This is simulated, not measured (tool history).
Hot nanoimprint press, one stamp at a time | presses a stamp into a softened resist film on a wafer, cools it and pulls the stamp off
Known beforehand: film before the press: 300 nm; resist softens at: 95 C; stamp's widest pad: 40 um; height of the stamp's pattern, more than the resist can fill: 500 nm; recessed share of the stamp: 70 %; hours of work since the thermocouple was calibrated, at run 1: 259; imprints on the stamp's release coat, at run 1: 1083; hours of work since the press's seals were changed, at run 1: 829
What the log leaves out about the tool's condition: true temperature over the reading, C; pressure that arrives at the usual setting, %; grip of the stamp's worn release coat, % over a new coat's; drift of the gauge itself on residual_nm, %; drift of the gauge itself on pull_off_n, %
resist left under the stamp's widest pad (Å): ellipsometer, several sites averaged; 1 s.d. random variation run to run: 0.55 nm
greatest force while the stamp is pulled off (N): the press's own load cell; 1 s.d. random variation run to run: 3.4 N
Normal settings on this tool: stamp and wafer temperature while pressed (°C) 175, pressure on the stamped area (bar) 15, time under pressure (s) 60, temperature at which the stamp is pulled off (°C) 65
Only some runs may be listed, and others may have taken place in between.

run,hour,stamp and wafer temperature while pressed (°C),pressure on the stamped area (bar),time under pressure (s),temperature at which the stamp is pulled off (°C),hours of work since the thermocouple was calibrated,imprints on the stamp's release coat,hours of work since the press's seals were changed,resist left under the stamp's widest pad (Å),greatest force while the stamp is pulled off (N)
1,0,175,15,60,65,259,1083,829,1377,164
# hour 18: press's hydraulic seals changed and the load cell set to zero
2,60.8,175,15,60,65,292,1224,27,1371,157
3,92.8,175,15,60,65,312,1309,48,1377,163
# hour 108.6: plate thermocouple calibrated
4,135,175,15,60,65,17,1414,72,1384,162
5,185.5,175,15,60,65,49,1549,105,1379,163
6,239.5,175,15,60,53,83,1692,139,1390,173
7,280.8,175,15,60,53,109,1803,165,1391,183
# hour 298.2: stamp cleaned and given a new release coat
8,341.3,168,15,60,53,144,115,200,1677,177
9,392.3,168,15,60,53,177,251,232,1682,179
10,423.2,168,15,60,53,196,333,252,1686,174
11,483.9,168,15,60,53,235,495,291,1690,176
12,509.1,175,15,60,65,251,562,307,1389,161
13,564,175,15,60,65,286,708,341,1395,163
14,615.4,175,9.1,68,61,318,845,374,1632,162
# hour 622.5: plate thermocouple calibrated
15,678.3,175,9.3,55,65,35,1005,412,1749,168
16,704.4,175,21.3,85,65,52,1075,429,1027,160
17,758.1,175,21.3,85,65,86,1218,463,1026,168
18,788.4,166,15,60,67,106,1298,482,1776,161
19,844.5,166,15,60,67,141,1448,518,1780,165
20,895.5,184,15.6,60,72,174,1584,550,1074,154
21,928.4,176,19.7,45,59,194,1671,571,1342,171
22,954.2,176,19.7,45,59,211,1740,588,1340,165
# hour 995.2: stamp cleaned and given a new release coat
23,1013.2,166,12.9,42,59,245,47,621,2093,170
24,1054,175,15,60,65,271,156,647,1398,156

Run 25 has not been measured yet. What should we expect?
25,1085,175,15,60,58,290,239,667,?,?

{"run 25": {"resist left under the stamp's widest pad (Å)": 1411, "greatest force while the stamp is pulled off (N)": 166}}
Take away the tool's hidden state, keep the run-to-run variation as it was, and the same run would have given resist left under the stamp's widest pad (Å) 1391, greatest force while the stamp is pulled off (N) 166.
